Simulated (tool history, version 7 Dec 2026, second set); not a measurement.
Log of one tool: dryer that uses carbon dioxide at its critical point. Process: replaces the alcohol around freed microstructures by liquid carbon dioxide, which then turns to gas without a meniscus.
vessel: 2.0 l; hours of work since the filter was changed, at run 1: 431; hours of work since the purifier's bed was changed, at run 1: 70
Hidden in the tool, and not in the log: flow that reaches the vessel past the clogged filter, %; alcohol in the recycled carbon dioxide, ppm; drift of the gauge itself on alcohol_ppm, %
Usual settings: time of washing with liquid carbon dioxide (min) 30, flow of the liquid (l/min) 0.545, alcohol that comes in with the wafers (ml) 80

run	hour	time of washing with liquid carbon dioxide (min)	flow of the liquid (l/min)	alcohol that comes in with the wafers (ml)	hours of work since the filter was changed	hours of work since the purifier's bed was changed	alcohol left in the vessel before it's heated (ppm by volume)
1	0.0	30	0.545	80	431	70	44
2	11.9	30	0.545	80	436	75	50
3	18.1	30	0.545	80	439	78	37
4	25.3	30	0.545	40	442	81	28
5	30.4	30	0.545	40	444	83	35
6	37.1	30	0.545	40	447	86	28
7	46.7	38	0.545	80	451	90	26
8	57.0	38	0.545	80	455	94	19
9	66.2	38	0.545	80	459	98	15
10	73.0	38	0.437	68	462	100	45
11	78.0	38	0.437	68	464	103	47
12	89.4	31	0.335	56	469	107	363
13	96.4	31	0.335	56	471	110	363
14	106.9	32	0.335	44	476	115	263
15	114.6	45	0.621	24	479	118	10

Forecast run 16:
16	125.8	27	0.343	35	484	122	?

alcohol left in the vessel before it's heated (ppm by volume): 371
Without the tool's hidden state the same run would have given alcohol left in the vessel before it's heated (ppm by volume) 278.
